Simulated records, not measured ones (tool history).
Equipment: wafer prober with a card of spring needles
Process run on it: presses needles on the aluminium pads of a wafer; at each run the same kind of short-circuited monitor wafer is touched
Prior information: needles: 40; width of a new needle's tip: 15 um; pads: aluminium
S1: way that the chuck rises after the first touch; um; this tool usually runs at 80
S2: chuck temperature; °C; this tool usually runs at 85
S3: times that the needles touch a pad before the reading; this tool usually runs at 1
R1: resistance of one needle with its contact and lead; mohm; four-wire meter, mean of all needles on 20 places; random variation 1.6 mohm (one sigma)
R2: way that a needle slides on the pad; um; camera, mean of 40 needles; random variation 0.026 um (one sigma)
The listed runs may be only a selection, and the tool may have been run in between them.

Run 1, day 0.000: usual settings. Result: R1 182 mohm, R2 13.09 um.
Run 2, day 0.479: usual settings. Result: R1 198 mohm, R2 13.08 um.
At day 0.538: tips cleaned on abrasive film.
Run 3, day 0.996: usual settings. Result: R1 186 mohm, R2 13.08 um.
Run 4, day 1.358: usual settings but S3 3. Result: R1 167 mohm, R2 13.06 um.
At day 1.562: tips cleaned on abrasive film.
Run 5, day 1.646: usual settings but S3 3. Result: R1 157 mohm, R2 13.07 um.
Run 6, day 2.038: usual settings but S2 50 °C. Result: R1 181 mohm, R2 13.05 um.
Run 7, day 2.333: usual settings. Result: R1 198 mohm, R2 13.07 um.
At day 2.596: tips cleaned on abrasive film.
Run 8, day 2.838: usual settings. Result: R1 176 mohm, R2 13.03 um.
Run 9, day 3.408: usual settings. Result: R1 200 mohm, R2 13.13 um.
At day 3.642: tips cleaned on abrasive film.
Run 10, day 3.754: usual settings. Result: R1 166 mohm, R2 13.07 um.
Run 11, day 4.204: usual settings. Result: R1 187 mohm, R2 13.02 um.
At day 4.650: tips cleaned on abrasive film.
Run 12, day 4.746: usual settings. Result: R1 168 mohm, R2 13.07 um.
Run 13, day 5.271: usual settings. Result: R1 195 mohm, R2 13.02 um.
At day 5.654: tips cleaned on abrasive film.
Run 14, day 5.850: usual settings but S1 65 um, S2 74 °C, S3 2. Result: R1 172 mohm, R2 10.58 um.
Run 15, day 6.292: usual settings but S2 40 °C, S3 2. Result: R1 170 mohm, R2 13.03 um.
At day 6.671: tips cleaned on abrasive film.
Run 16, day 6.742: usual settings but S2 40 °C, S3 2. Result: R1 155 mohm, R2 13.00 um.
Run 17, day 7.162: usual settings but S3 2. Result: R1 178 mohm, R2 12.99 um.
Run 18, day 7.612: usual settings but S2 25 °C. Result: R1 195 mohm, R2 12.96 um.
At day 7.721: tips cleaned on abrasive film.
Run 19, day 8.179: usual settings but S2 25 °C. Result: R1 178 mohm, R2 13.01 um.
Run 20, day 8.717: usual settings but S2 25 °C. Result: R1 197 mohm, R2 13.01 um.
At day 8.746: tips cleaned on abrasive film.
Run 21, day 9.192: usual settings but S1 81 um, S2 114 °C. Result: R1 189 mohm, R2 13.12 um.
Run 22, day 9.742: usual settings but S1 74 um, S2 39 °C. Result: R1 206 mohm, R2 12.02 um.
At day 9.783: tips cleaned on abrasive film.
Run 23, day 10.162: usual settings but S1 79 um, S2 33 °C. Result: R1 177 mohm, R2 12.82 um.
Run 24, day 10.608: usual settings but S1 78 um, S2 34 °C, S3 2. Result: R1 175 mohm, R2 12.63 um.

How would selected steps in R1 from run to run divide? Give the signed amount a tool lacking its hidden state would still show from settings, what came in and random variation, and the signed amount left for the hidden state, including any gauge scatter that is not in both of the compared results.
Unlogged tool condition in this case: debris on the tips, nm; way that the needles fall short of the set height, um; tips' diameter, um; drift of the gauge itself on contact_mohm, %; drift of the gauge itself on scrub_um, %.
Run 9 -> 10: tips cleaned on abrasive film. R1 -34 mohm: hidden state -35, all else +1.
Run 17 -> 18: S2 85 -> 25, S3 2 -> 1. R1 +17 mohm: hidden state +32, all else -15.
Run 22 -> 23: S1 74 -> 79, S2 39 -> 33, tips cleaned on abrasive film. R1 -29 mohm: hidden state -29, all else +0.

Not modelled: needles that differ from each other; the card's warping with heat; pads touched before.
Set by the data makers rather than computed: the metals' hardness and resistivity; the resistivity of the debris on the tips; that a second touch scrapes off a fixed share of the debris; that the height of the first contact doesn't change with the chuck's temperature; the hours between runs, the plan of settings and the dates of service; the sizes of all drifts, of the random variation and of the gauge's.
